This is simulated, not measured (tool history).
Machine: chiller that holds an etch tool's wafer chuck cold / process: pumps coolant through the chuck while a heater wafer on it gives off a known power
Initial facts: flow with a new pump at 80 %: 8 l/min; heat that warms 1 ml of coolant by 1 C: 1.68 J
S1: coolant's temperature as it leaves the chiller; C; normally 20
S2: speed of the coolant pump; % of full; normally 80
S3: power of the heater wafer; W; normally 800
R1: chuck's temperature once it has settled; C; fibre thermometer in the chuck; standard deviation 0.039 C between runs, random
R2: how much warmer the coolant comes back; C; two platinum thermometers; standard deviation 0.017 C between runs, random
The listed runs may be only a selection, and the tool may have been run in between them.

run 1 hour=0.0 | S1=20 S2=80 S3=800 | R1=26.78 R2=3.60
run 2 hour=39.5 | S1=20 S2=88 S3=800 | R1=26.40 R2=3.21
run 3 hour=91.3 | S1=15 S2=80 S3=800 | R1=21.72 R2=3.59
run 4 hour=146.5 | S1=15 S2=80 S3=800 | R1=21.68 R2=3.54
run 5 hour=205.4 | S1=15 S2=80 S3=800 | R1=21.69 R2=3.53
-- hour=259.5 coolant changed, channels flushed
run 6 hour=275.5 | S1=20 S2=80 S3=800 | R1=26.72 R2=3.54
run 7 hour=310.4 | S1=20 S2=80 S3=800 | R1=26.66 R2=3.52
run 8 hour=368.8 | S1=20 S2=80 S3=800 | R1=26.72 R2=3.53
run 9 hour=408.2 | S1=20 S2=80 S3=800 | R1=26.71 R2=3.54
run 10 hour=455.4 | S1=20 S2=92 S3=800 | R1=26.19 R2=3.04
run 11 hour=512.0 | S1=15 S2=92 S3=800 | R1=21.19 R2=3.01
run 12 hour=562.3 | S1=20 S2=78 S3=1195 | R1=30.16 R2=5.41
run 13 hour=607.3 | S1=27 S2=94 S3=614 | R1=31.66 R2=2.26
run 14 hour=640.4 | S1=30 S2=65 S3=1040 | R1=39.98 R2=5.66
run 15 hour=700.9 | S1=20 S2=77 S3=406 | R1=23.53 R2=1.78

For some of the steps in R2 from one run to the next: how much would appear even if the tool had no hidden state, given the settings, what came in and random variation, and how much remains for the hidden state plus any gauge scatter that the measured result and the result without hidden state don't share?
Hidden conditions of the tool in this case: heat passed by the chuck's channels, % of clean ones'; flow at a given pump speed, % of a new pump's; coolant's true temperature over the reading, C; drift of the gauge itself on chuck_c, C; drift of the gauge itself on warmer_back_c, C.
Run 7 -> 8: no setting changed, nothing entered. R2 +0.01 C: hidden state -0.02, all else +0.03.
Run 14 -> 15: S1 30 -> 20, S2 65 -> 77, S3 1040 -> 406. R2 -3.88 C: hidden state -0.01, all else -3.87.
